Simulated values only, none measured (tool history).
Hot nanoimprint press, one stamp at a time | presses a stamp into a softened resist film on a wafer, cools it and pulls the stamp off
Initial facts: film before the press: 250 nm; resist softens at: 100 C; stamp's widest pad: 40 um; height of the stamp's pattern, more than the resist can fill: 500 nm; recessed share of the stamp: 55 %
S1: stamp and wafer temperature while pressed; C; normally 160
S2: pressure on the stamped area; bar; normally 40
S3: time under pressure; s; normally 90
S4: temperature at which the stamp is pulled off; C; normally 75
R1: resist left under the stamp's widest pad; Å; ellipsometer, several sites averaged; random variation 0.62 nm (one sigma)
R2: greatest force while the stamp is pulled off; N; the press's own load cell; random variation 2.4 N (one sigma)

{"run": 1, "hour": 0.0, "S1": 160, "S2": 40, "S3": 90, "S4": 75, "R1": 1081, "R2": 109}
{"run": 2, "hour": 15.2, "S1": 160, "S2": 40, "S3": 90, "S4": 66, "R1": 1078, "R2": 123}
{"run": 3, "hour": 34.2, "S1": 160, "S2": 40, "S3": 90, "S4": 66, "R1": 1077, "R2": 123}
{"run": 4, "hour": 61.2, "S1": 160, "S2": 40, "S3": 90, "S4": 66, "R1": 1095, "R2": 123}
{"run": 5, "hour": 84.0, "S1": 160, "S2": 40, "S3": 90, "S4": 75, "R1": 1100, "R2": 109}
{"run": 6, "hour": 96.9, "S1": 160, "S2": 40, "S3": 90, "S4": 75, "R1": 1086, "R2": 105}
{"run": 7, "hour": 122.2, "S1": 160, "S2": 40, "S3": 97, "S4": 75, "R1": 1057, "R2": 110}
{"run": 8, "hour": 135.3, "S1": 160, "S2": 40, "S3": 97, "S4": 75, "R1": 1062, "R2": 110}
{"run": 9, "hour": 154.0, "S1": 160, "S2": 40, "S3": 90, "S4": 75, "R1": 1105, "R2": 110}
{"run": 10, "hour": 177.9, "S1": 160, "S2": 40, "S3": 90, "S4": 75, "R1": 1101, "R2": 108}
{"run": 11, "hour": 190.6, "S1": 160, "S2": 40, "S3": 90, "S4": 75, "R1": 1095, "R2": 108}
{"run": 12, "hour": 205.2, "S1": 160, "S2": 40, "S3": 90, "S4": 71, "R1": 1103, "R2": 115}
{"run": 13, "hour": 222.1, "S1": 160, "S2": 40, "S3": 148, "S4": 63, "R1": 893, "R2": 124}
{"run": 14, "hour": 239.6, "S1": 151, "S2": 40, "S3": 148, "S4": 63, "R1": 1313, "R2": 122}
{"run": 15, "hour": 255.5, "S1": 169, "S2": 40, "S3": 90, "S4": 75, "R1": 774, "R2": 109}
{"hour": 276.3, "done": "gauge calibrated"}
{"run": 16, "hour": 282.1, "S1": 169, "S2": 40, "S3": 90, "S4": 75, "R1": 759, "R2": 109}
{"run": 17, "hour": 310.4, "S1": 168, "S2": 40, "S3": 130, "S4": 76, "R1": 668, "R2": 109}
{"run": 18, "hour": 335.0, "S1": 168, "S2": 40, "S3": 130, "S4": 76, "R1": 663, "R2": 106}
{"run": 19, "hour": 355.9, "S1": 168, "S2": 40, "S3": 130, "S4": 76, "R1": 668, "R2": 110}
{"run": 20, "hour": 376.2, "S1": 160, "S2": 40, "S3": 83, "S4": 68, "R1": 1124, "R2": 118}
{"run": 21, "hour": 402.8, "S1": 160, "S2": 36.4, "S3": 90, "S4": 75, "R1": 1128, "R2": 114}
{"run": 22, "hour": 428.0, "S1": 160, "S2": 59, "S3": 90, "S4": 66, "R1": 935, "R2": 120}
{"run": 23, "hour": 443.3, "S1": 156, "S2": 36.1, "S3": 112, "S4": 70, "R1": 1226, "R2": 113}
{"run": 24, "hour": 455.4, "S1": 156, "S2": 36.1, "S3": 112, "S4": 70, "R1": 1244, "R2": 117}

Below are 4 alternative next runs, each starting from the tool's condition after run 24. Predict each:
{"run": "A", "hour": 473.4, "S1": 153, "S2": 40, "S3": 69, "S4": 81, "R1": "?", "R2": "?"}
{"run": "B", "hour": 473.4, "S1": 155, "S2": 36.1, "S3": 126, "S4": 70, "R1": "?", "R2": "?"}
{"run": "C", "hour": 473.4, "S1": 157, "S2": 36.1, "S3": 112, "S4": 70, "R1": "?", "R2": "?"}
{"run": "D", "hour": 473.4, "S1": 156, "S2": 36.1, "S3": 61, "S4": 64, "R1": "?", "R2": "?"}

run=A R1=1575 R2=98
run=B R1=1237 R2=114
run=C R1=1191 R2=115
run=D R1=1526 R2=122
Had the tool no hidden state, the same runs would have come out as:
run=A R1=1541 R2=97
run=B R1=1209 R2=113
run=C R1=1164 R2=114
run=D R1=1492 R2=121
